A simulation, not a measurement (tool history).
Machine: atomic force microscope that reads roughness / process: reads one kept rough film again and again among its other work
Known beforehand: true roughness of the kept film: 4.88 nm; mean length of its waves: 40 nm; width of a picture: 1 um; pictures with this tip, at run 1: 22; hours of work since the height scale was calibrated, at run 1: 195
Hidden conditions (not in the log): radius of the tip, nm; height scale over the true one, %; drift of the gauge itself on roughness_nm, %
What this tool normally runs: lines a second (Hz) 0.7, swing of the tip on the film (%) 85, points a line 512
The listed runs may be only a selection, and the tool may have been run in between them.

run	hour	lines a second (Hz)	swing of the tip on the film (%)	points a line	pictures with this tip	hours of work since the height scale was calibrated	roughness of the kept film (nm (root mean square))
1	0	0.7	85	512	22	195	3.714
2	22.4	0.7	85	512	50	205	3.493
3	47.9	0.7	75	512	83	215	3.434
4	67.6	0.7	75	512	108	224	3.242
5	84.2	0.7	85	647	130	231	3.036
6	108.1	0.7	85	647	160	241	2.871
7	124.9	1.787	74	723	182	248	2.696
# hour 130.7: new tip fitted
8	156.4	2.04	61	723	33	261	3.758
9	176.4	2.04	61	723	59	270	3.538
10	205.8	0.7	81	292	96	282	3.266
11	223.7	1.945	59	381	119	290	3.214
12	245.9	1.258	83	893	148	299	2.817

How the hidden state differs across the entries between the runs, from the last listed run before each to the first after it:
After run 7, before run 8: new tip fitted (hour 130.7)
  radius of the tip, nm: 49.4 -> 17.8
  measured result minus the result with no hidden state, roughness of the kept film (nm (root mean square)): -1.15 -> -0.324
